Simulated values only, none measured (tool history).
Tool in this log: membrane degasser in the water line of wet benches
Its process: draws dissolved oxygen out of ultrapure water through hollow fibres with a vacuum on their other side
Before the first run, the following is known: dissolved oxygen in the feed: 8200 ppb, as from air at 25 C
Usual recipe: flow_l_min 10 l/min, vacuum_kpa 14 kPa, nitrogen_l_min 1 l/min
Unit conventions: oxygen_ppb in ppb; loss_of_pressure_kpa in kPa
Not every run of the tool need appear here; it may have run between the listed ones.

run,hour,flow_l_min,vacuum_kpa,nitrogen_l_min,oxygen_ppb,loss_of_pressure_kpa
1,0,10,14,1,406.5,65.19
2,156.7,10,14,1,408.7,65.43
3,303.4,10,14,1,419.3,65.83
4,485.5,10,17.5,1,488.3,65.55
5,670.4,10,17.5,1,493.4,65.77
6,772.1,10,17.5,1,488.2,65.53
7,884.1,10,14,2.87,265,66.12
8,991.3,10,14,2.87,267,66
9,1074.4,10,14,2.87,264.5,66.6
# hour 1090.5: membrane cartridge changed
10,1201,10,22.3,1,545.7,59.59
# hour 1283.4: seals of the vacuum lines changed
11,1376.9,12,10.6,1.84,258.8,71.85
12,1503.1,11,14.1,0.92,417.6,65.82
13,1661.5,11,14.1,0.92,419.7,65.65
14,1823.5,10,11.7,1.17,279.5,60.02
15,1944.3,11,14.4,2.59,248.2,66.34
16,2100.4,14,10.5,0.61,526.8,83.79
17,2201.4,7,11.1,1,204.2,41.91

Predict the results of run 18:
18,2403.1,10,26.1,0.45,?,?

Run 18 gave oxygen_ppb 1092 ppb, loss_of_pressure_kpa 60.42 kPa.
With the hidden condition absent and the run-to-run variation left alone, this run would have shown oxygen_ppb 1081.3 ppb, loss_of_pressure_kpa 59.52 kPa.
